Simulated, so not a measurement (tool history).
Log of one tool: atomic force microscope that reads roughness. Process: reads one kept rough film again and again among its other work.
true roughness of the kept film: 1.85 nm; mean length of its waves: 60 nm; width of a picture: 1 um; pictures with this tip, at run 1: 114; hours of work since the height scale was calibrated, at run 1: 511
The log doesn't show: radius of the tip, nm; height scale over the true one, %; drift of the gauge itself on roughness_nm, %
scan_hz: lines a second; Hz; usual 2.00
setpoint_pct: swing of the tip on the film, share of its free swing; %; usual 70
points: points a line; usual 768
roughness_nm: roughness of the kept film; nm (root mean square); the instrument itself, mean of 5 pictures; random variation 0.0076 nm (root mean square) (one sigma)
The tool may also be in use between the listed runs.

run	hour	scan_hz	setpoint_pct	points	pictures with this tip	hours of work since the height scale was calibrated	roughness_nm
1	0.0	2.00	70	768	114	511	1.598
2	32.8	2.00	70	768	188	533	1.577
# hour 44.0: new tip fitted
3	58.2	1.58	70	768	32	550	1.668
4	94.2	2.00	70	768	113	575	1.585
5	126.8	1.54	70	768	186	597	1.597
# hour 136.3: new tip fitted
6	162.0	2.00	70	768	57	621	1.606
7	182.5	2.00	70	768	104	635	1.600
8	222.1	2.00	70	768	193	662	1.571
# hour 229.7: new tip fitted
9	262.5	2.00	70	768	74	689	1.603
10	283.5	2.00	70	768	121	703	1.589
11	307.2	2.00	70	768	174	720	1.567
# hour 322.0: new tip fitted
12	332.2	2.00	70	768	23	736	1.626
13	354.0	2.00	87	768	72	751	1.414
14	375.8	2.00	87	768	121	766	1.402
15	395.7	2.00	56	634	166	780	1.667
# hour 416.6: new tip fitted
16	435.6	3.23	59	309	42	806	1.634
17	466.7	3.23	65	304	113	828	1.573
18	493.0	2.01	76	768	172	846	1.523
# hour 509.9: new tip fitted
19	518.5	2.08	75	431	19	863	1.567
20	539.2	2.00	76	768	66	877	1.551
21	576.2	2.00	76	768	149	902	1.519
# hour 604.2: new tip fitted
22	613.2	2.00	76	768	20	927	1.569
23	654.2	0.63	62	401	113	955	1.714
24	681.5	0.63	62	401	174	973	1.698
# hour 696.6: new tip fitted
25	712.7	2.43	69	445	36	994	1.595
26	736.9	1.93	69	440	91	1011	1.606

3 ways to go on from here, each from the tool as it stands after run 26. What would each give?
A	758.8	1.00	69	375	140	1026	?
B	758.8	0.71	60	351	140	1026	?
C	758.8	0.96	85	362	140	1026	?

run	roughness_nm
A	1.674
B	1.721
C	1.577
Without the tool's hidden state the same runs would have given:
run	roughness_nm
A	1.739
B	1.788
C	1.638
